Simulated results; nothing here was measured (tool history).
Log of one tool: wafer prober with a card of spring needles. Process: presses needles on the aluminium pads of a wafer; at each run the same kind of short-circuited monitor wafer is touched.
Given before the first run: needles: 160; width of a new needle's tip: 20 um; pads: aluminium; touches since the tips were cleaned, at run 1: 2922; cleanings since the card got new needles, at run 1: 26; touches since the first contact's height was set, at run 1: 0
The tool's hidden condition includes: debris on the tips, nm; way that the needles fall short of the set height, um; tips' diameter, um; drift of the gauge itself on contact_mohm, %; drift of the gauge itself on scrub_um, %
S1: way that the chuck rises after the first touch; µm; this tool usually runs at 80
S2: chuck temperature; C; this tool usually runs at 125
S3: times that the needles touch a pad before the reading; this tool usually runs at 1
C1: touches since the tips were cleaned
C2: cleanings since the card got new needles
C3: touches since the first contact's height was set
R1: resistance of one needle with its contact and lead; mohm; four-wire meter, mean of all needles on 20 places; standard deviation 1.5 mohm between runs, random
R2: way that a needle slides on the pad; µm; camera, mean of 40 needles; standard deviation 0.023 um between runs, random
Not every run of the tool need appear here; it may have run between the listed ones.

| run | day | S1 | S2 | S3 | C1 | C2 | C3 | R1 | R2 |
|---|---|---|---|---|---|---|---|---|---|
| 1 | 0 | 80 | 125 | 1 | 2922 | 26 | 0 | 179 | 19.49 |
| 2 | 0.417 | 80 | 125 | 1 | 5985 | 26 | 3063 | 187 | 19.5 |
|  | 0.621 | tips cleaned on abrasive film |
| 3 | 0.871 | 80 | 125 | 1 | 1845 | 27 | 6357 | 170 | 19.46 |
|  | 1.662 | tips cleaned on abrasive film |
| 4 | 1.667 | 86 | 125 | 1 | 39 | 28 | 12157 | 150 | 20.91 |
| 5 | 2.321 | 86 | 125 | 1 | 4823 | 28 | 16941 | 183 | 20.98 |
|  | 2.675 | tips cleaned on abrasive film |
| 6 | 2.771 | 86 | 125 | 1 | 703 | 29 | 20218 | 156 | 20.92 |
| 7 | 3.267 | 86 | 125 | 1 | 4325 | 29 | 23840 | 181 | 20.92 |
|  | 3.692 | tips cleaned on abrasive film |
| 8 | 3.742 | 80 | 125 | 1 | 347 | 30 | 27280 | 159 | 19.45 |
| 9 | 4.154 | 80 | 125 | 1 | 3364 | 30 | 30297 | 180 | 19.41 |
|  | 4.717 | tips cleaned on abrasive film |
| 10 | 4.896 | 80 | 125 | 1 | 1305 | 31 | 35719 | 172 | 19.44 |

What does the tool deliver on the next run?
| 11 | 5.508 | 80 | 125 | 1 | 5790 | 31 | 40204 | ? | ? |

{"run 11": {"R1": 192, "R2": 19.4}}
Had the tool carried no hidden state, the very same run would have given R1 147 mohm, R2 19.47 µm.
